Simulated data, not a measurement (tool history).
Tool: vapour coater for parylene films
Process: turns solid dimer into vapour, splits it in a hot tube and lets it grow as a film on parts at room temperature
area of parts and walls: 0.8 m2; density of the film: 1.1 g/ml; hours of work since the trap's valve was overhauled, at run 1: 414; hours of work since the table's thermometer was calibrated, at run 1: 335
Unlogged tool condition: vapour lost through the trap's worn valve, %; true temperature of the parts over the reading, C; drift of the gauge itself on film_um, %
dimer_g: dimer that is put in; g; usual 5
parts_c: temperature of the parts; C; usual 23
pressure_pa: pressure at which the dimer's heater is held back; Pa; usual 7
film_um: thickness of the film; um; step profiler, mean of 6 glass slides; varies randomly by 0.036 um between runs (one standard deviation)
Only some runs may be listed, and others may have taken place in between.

run,hour,dimer_g,parts_c,pressure_pa,hours of work since the trap's valve was overhauled,hours of work since the table's thermometer was calibrated,film_um
1,0,5,23,7,414,335,3.64
2,13,5,23,7,424,345,3.58
3,24.8,5,23,5.03,433,354,3.77
4,32.8,5,35,7,439,360,2.53
5,45.8,5,35,7,449,370,2.54
6,61,5,35,7,461,382,2.54
7,73,5,23,7,470,392,3.55
8,84,5,23,7,479,400,3.52
9,94.6,2,18,3.11,487,408,1.89
10,107.1,2,18,2.87,497,418,1.87
11,114.5,2,18,2.87,503,424,1.9
12,121,5,23,5.37,508,429,3.65
13,130.7,5,23,5.37,516,437,3.74
14,145.1,5,23,5.37,527,448,3.6

5 options for the next run, each taken on its own from the tool as it stands now. Forecast them:
A,157.2,5,34,2.36,536,457,?
B,157.2,6,25,7,536,457,?
C,157.2,7,26,10.72,536,457,?
D,157.2,5,25,6.7,536,457,?
E,157.2,8,17,7.31,536,457,?

run,film_um
A,3.18
B,4.02
C,4.17
D,3.34
E,6.57
Stripped of hidden state, with their random variation kept, the same runs would have yielded:
run,film_um
A,3.43
B,4.34
C,4.5
D,3.61
E,7.09

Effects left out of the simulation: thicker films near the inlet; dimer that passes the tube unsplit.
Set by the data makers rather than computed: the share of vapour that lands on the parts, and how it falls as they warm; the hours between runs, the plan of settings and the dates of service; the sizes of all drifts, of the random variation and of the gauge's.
